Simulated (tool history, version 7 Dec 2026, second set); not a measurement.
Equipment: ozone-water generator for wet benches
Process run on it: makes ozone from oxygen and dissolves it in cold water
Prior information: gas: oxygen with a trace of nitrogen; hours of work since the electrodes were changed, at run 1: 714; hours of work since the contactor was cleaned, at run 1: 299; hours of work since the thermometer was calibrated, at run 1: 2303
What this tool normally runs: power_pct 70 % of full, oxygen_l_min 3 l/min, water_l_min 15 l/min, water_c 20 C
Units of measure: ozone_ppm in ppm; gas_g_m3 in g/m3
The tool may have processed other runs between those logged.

run    hour  power_pct  oxygen_l_min  water_l_min  water_c  hours of work since the electrodes were changed  hours of work since the contactor was cleaned  hours of work since the thermometer was calibrated  ozone_ppm  gas_g_m3
  1       0         70             3           15       20                                              714                                            299                                                2303       13.9     144.4
  2    81.2         70             3           15       20                                              778                                            364                                                2367       13.5     144.7
  3   164.8         70             3           15       20                                              844                                            430                                                2433       13.7     144.3
  4   203.2         70             3           15       20                                              875                                            460                                                2464       13.9       145
  5   253.8         70             3           15       20                                              915                                            501                                                2504       13.3     141.7
  6     299         70             3           15       20                                              951                                            536                                                2540       13.8     144.1
  7   334.9         70             3           15       20                                              979                                            565                                                2568       13.6     145.8
  8   416.3         70             3           20       20                                             1044                                            629                                                2633       10.9     143.2
  9   490.4         70             3           20       20                                             1103                                            688                                                2692       10.7     143.4
 10   532.2         70             3           20       20                                             1136                                            721                                                2725       10.9     143.7
 11   588.4         70             3           20       20                                             1181                                            766                                                2769       10.8     143.7
 12   655.6         70             3           20       20                                             1234                                            819                                                2823       10.8     142.4
 13   707.1         46             3           15       20                                             1275                                            860                                                2864       10.9     116.5
 14     762         46             3           15       20                                             1318                                            904                                                2907       10.8     116.8
 15   800.9         70             3           15       20                                             1349                                            935                                                2938       13.5     143.3
 16     858         70             3           18       20                                             1394                                            980                                                2983       11.6     142.7
 17   943.7         47             3           15       20                                             1463                                           1048                                                3051       11.1     117.1
 18  1030.8         44          1.92           14       17                                             1532                                           1117                                                3121       11.5     152.8
 19  1078.7         44          1.92           14       17                                             1570                                           1155                                                3159       11.7     152.8
 20  1166.9         42          2.51           12       20                                             1640                                           1225                                                3229       12.5     124.2
 21  1209.2         70          3.39           15       20                                             1673                                           1259                                                3262       13.2     130.6

Estimate the outcome of run 22 from the log above:
 22  1281.2         70          3.39           15       20                                             1730                                           1316                                                3319          ?         ?

{"run 22": {"ozone_ppm": 13.3, "gas_g_m3": 130.9}}
Were there no unlogged condition in the tool, this run, its random variation unchanged, would have produced ozone_ppm 13.8 ppm, gas_g_m3 133.7 g/m3.
